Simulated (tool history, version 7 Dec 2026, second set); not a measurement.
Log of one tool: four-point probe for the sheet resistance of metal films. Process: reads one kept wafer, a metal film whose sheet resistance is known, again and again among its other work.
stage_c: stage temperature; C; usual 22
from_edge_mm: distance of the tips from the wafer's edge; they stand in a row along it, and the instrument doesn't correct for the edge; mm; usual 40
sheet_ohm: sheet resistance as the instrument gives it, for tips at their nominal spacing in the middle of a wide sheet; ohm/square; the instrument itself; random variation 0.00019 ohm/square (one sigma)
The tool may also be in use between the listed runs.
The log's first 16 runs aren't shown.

| run | hour | stage_c | from_edge_mm | touches since the probe head was changed | hours of work since the stage's thermometer was calibrated | sheet_ohm |
|---|---|---|---|---|---|---|
| 17 | 194.4 | 20 | 25 | 13267 | 1456 | 0.974704 |
| 18 | 211.0 | 20 | 29 | 13605 | 1467 | 0.974627 |
| 19 | 225.9 | 24 | 38 | 13907 | 1477 | 0.969310 |
| 20 | 239.3 | 23 | 6 | 14180 | 1485 | 0.976377 |
| 21 | 250.8 | 19 | 7 | 14415 | 1493 | 0.980434 |
| 22 | 267.7 | 24 | 40 | 14758 | 1504 | 0.969004 |
| 23 | 275.8 | 22 | 4 | 14924 | 1509 | 0.984605 |
| 24 | 289.7 | 22 | 4 | 15207 | 1518 | 0.984840 |

Run 25 comes next. What will it give?
| 25 | 299.0 | 22 | 4 | 15395 | 1524 | ? |

sheet_ohm: 0.985096 ohm/square
Without the tool's hidden state the same run would have given sheet_ohm 0.978514 ohm/square.
